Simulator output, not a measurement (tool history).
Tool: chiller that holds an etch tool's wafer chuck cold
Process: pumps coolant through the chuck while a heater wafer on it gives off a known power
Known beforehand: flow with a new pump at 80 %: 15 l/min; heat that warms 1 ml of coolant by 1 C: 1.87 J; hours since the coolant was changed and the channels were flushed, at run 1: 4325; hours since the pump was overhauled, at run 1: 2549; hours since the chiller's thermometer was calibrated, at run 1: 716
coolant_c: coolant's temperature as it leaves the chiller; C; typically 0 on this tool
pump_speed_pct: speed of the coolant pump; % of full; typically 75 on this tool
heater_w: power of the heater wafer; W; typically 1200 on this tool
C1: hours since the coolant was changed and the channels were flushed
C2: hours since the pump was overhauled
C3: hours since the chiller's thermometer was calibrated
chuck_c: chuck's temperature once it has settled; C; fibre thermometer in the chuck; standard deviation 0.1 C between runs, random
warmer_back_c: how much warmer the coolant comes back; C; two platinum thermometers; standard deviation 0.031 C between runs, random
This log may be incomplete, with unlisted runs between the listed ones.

run 1 day=0.000 | coolant_c=0 pump_speed_pct=75 heater_w=1200 | C1=4325 C2=2549 C3=716 | chuck_c=7.6 warmer_back_c=2.82
run 2 day=7.675 | coolant_c=0 pump_speed_pct=75 heater_w=1200 | C1=4510 C2=2734 C3=900 | chuck_c=7.9 warmer_back_c=2.70
run 3 day=13.762 | coolant_c=0 pump_speed_pct=75 heater_w=650 | C1=4656 C2=2880 C3=1046 | chuck_c=4.3 warmer_back_c=1.49
run 4 day=21.167 | coolant_c=-6 pump_speed_pct=75 heater_w=1200 | C1=4833 C2=3057 C3=1224 | chuck_c=2.1 warmer_back_c=2.80
run 5 day=25.342 | coolant_c=-6 pump_speed_pct=75 heater_w=1200 | C1=4934 C2=3158 C3=1324 | chuck_c=1.7 warmer_back_c=2.80
run 6 day=31.638 | coolant_c=-6 pump_speed_pct=75 heater_w=1200 | C1=5085 C2=3309 C3=1475 | chuck_c=1.8 warmer_back_c=2.77
run 7 day=38.704 | coolant_c=-6 pump_speed_pct=75 heater_w=1200 | C1=5254 C2=3478 C3=1645 | chuck_c=1.7 warmer_back_c=2.76
run 8 day=43.671 | coolant_c=0 pump_speed_pct=96 heater_w=1200 | C1=5373 C2=3598 C3=1764 | chuck_c=6.4 warmer_back_c=2.06
-- day=47.183 coolant changed, channels flushed
run 9 day=47.183 | coolant_c=0 pump_speed_pct=96 heater_w=1200 | C1=0 C2=3676 C3=1843 | chuck_c=6.5 warmer_back_c=2.08
run 10 day=52.621 | coolant_c=0 pump_speed_pct=70 heater_w=1200 | C1=131 C2=3806 C3=1973 | chuck_c=8.4 warmer_back_c=3.00
run 11 day=59.829 | coolant_c=-1 pump_speed_pct=70 heater_w=1737 | C1=303 C2=3979 C3=2146 | chuck_c=10.9 warmer_back_c=4.32
run 12 day=66.188 | coolant_c=-1 pump_speed_pct=78 heater_w=847 | C1=456 C2=4132 C3=2299 | chuck_c=4.5 warmer_back_c=1.84
run 13 day=69.796 | coolant_c=7 pump_speed_pct=72 heater_w=1642 | C1=543 C2=4219 C3=2385 | chuck_c=17.9 warmer_back_c=4.02
run 14 day=76.100 | coolant_c=2 pump_speed_pct=70 heater_w=1052 | C1=694 C2=4370 C3=2536 | chuck_c=9.3 warmer_back_c=2.65
run 15 day=82.275 | coolant_c=2 pump_speed_pct=70 heater_w=1052 | C1=842 C2=4518 C3=2685 | chuck_c=9.2 warmer_back_c=2.61
run 16 day=86.412 | coolant_c=0 pump_speed_pct=91 heater_w=1052 | C1=941 C2=4617 C3=2784 | chuck_c=5.8 warmer_back_c=1.90
run 17 day=91.954 | coolant_c=-7 pump_speed_pct=75 heater_w=872 | C1=1075 C2=4750 C3=2917 | chuck_c=-1.3 warmer_back_c=2.01
run 18 day=96.117 | coolant_c=0 pump_speed_pct=75 heater_w=1206 | C1=1174 C2=4850 C3=3017 | chuck_c=7.9 warmer_back_c=2.81
run 19 day=100.421 | coolant_c=9 pump_speed_pct=81 heater_w=618 | C1=1278 C2=4954 C3=3120 | chuck_c=12.8 warmer_back_c=1.28

Branching from run 19: 5 alternative next runs. What would each branch give?
run A day=104.442 | coolant_c=9 pump_speed_pct=63 heater_w=700 | C1=1374 C2=5050 C3=3217 | chuck_c=? warmer_back_c=?
run B day=104.442 | coolant_c=10 pump_speed_pct=81 heater_w=618 | C1=1374 C2=5050 C3=3217 | chuck_c=? warmer_back_c=?
run C day=104.442 | coolant_c=9 pump_speed_pct=77 heater_w=618 | C1=1374 C2=5050 C3=3217 | chuck_c=? warmer_back_c=?
run D day=104.442 | coolant_c=-8 pump_speed_pct=74 heater_w=1489 | C1=1374 C2=5050 C3=3217 | chuck_c=? warmer_back_c=?
run E day=104.442 | coolant_c=-5 pump_speed_pct=73 heater_w=1117 | C1=1374 C2=5050 C3=3217 | chuck_c=? warmer_back_c=?

run=A chuck_c=14.2 warmer_back_c=1.91
run=B chuck_c=13.7 warmer_back_c=1.34
run=C chuck_c=12.9 warmer_back_c=1.44
run=D chuck_c=1.7 warmer_back_c=3.49
run=E chuck_c=2.6 warmer_back_c=2.61
What these runs would have given with no unlogged condition in the tool:
run=A chuck_c=14.1 warmer_back_c=1.91
run=B chuck_c=13.7 warmer_back_c=1.33
run=C chuck_c=12.9 warmer_back_c=1.44
run=D chuck_c=1.7 warmer_back_c=3.48
run=E chuck_c=2.6 warmer_back_c=2.61
